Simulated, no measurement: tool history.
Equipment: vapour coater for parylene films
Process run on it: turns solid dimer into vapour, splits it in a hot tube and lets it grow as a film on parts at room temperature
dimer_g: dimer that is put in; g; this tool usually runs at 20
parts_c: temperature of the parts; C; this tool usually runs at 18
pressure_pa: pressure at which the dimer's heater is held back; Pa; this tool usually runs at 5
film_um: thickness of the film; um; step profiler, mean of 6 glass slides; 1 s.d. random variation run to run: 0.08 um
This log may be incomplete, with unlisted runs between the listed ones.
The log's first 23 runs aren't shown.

| run | hour | dimer_g | parts_c | pressure_pa | hours of work since the trap's valve was overhauled | hours of work since the table's thermometer was calibrated | film_um |
|---|---|---|---|---|---|---|---|
| 24 | 738.9 | 17 | 15 | 5 | 555 | 1812 | 8.53 |
| 25 | 767.4 | 20 | 25 | 6.18 | 578 | 1835 | 8.17 |
| 26 | 793.7 | 15 | 25 | 2.06 | 600 | 1857 | 7.77 |
|  | 798.5 | table's thermometer calibrated |
|  | 814.6 | trap's valve overhauled |
| 27 | 841.9 | 21 | 18 | 3.59 | 22 | 32 | 10.98 |
| 28 | 874 | 30 | 17 | 4.03 | 49 | 59 | 15.3 |
| 29 | 914.5 | 30 | 17 | 4.03 | 82 | 92 | 15.19 |
| 30 | 946.3 | 20 | 16 | 5 | 108 | 118 | 9.92 |
| 31 | 992.8 | 20 | 19 | 3 | 146 | 156 | 10.54 |
| 32 | 1017.5 | 29 | 23 | 2.09 | 166 | 176 | 15.3 |
| 33 | 1038.9 | 29 | 23 | 2.09 | 184 | 193 | 15.39 |
| 34 | 1077.7 | 20 | 18 | 4.56 | 215 | 225 | 9.75 |
| 35 | 1101.1 | 27 | 12 | 4.23 | 234 | 244 | 14.6 |
| 36 | 1135.5 | 27 | 12 | 4.23 | 263 | 273 | 14.73 |

Branching from run 36: 4 alternative next runs. What would each branch give?
| A | 1172.1 | 31 | 13 | 4.97 | 293 | 303 | ? |
| B | 1172.1 | 27 | 12 | 2.05 | 293 | 303 | ? |
| C | 1172.1 | 22 | 25 | 3.09 | 293 | 303 | ? |
| D | 1172.1 | 14 | 18 | 5 | 293 | 303 | ? |

| run | film_um |
|---|---|
| A | 16.18 |
| B | 17.2 |
| C | 10.55 |
| D | 6.8 |
Without the tool's unlogged condition, the same runs would have read:
| run | film_um |
|---|---|
| A | 16.21 |
| B | 17.23 |
| C | 10.57 |
| D | 6.82 |
